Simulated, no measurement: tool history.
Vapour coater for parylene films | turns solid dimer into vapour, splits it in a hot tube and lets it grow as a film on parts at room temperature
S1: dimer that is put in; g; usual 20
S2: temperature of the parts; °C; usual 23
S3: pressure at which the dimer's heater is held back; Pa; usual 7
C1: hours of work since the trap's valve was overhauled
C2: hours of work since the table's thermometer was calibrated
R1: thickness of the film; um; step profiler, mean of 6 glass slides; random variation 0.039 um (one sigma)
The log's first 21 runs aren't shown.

run   hour  S1  S2     S3   C1   C2    R1
 22  306.1  20  23   6.05  360  265   3.9
 23  315.2  20  23   6.05  364  269  3.82
 24  328.7  20  23   7.91  370  275  3.71
 25  348.9  20  23   7.91  380  285  3.67
 26  365.6  11  23   7.91  388  293  2.02
 27  375.9  26  23      7  393  298  4.83
 28  392.3  25  15   3.28  401  306  6.63
 29  403.1  15  15   5.64  406  311  3.96
 30  414.7  13  23   6.99  412  317   2.4
 31  428.4  13  23   6.99  418  323  2.39
 32  447.4  20  17   4.47  428  332  5.06
 33  457.8  25  23      7  433  337   4.6
 34  474.3  25  23      7  440  345  4.52
 35  489.6  25  27  10.09  448  353   3.6
 36  503.1  11  23   8.41  454  359  1.91
 37  522.6  20  16      7  464  369  4.91
 38  534.6  12  24   8.67  469  374  2.01
 39  550.4  20  19   2.09  477  382  5.19
 40  565.4  22  20   2.09  484  389  5.57

The next listed run, before its measurement:
 41  580.7  22  20  2.09  492  396   ?

Run 41 gave R1 5.62 um.
Without the tool's hidden state the same run would have given R1 6.47 um.

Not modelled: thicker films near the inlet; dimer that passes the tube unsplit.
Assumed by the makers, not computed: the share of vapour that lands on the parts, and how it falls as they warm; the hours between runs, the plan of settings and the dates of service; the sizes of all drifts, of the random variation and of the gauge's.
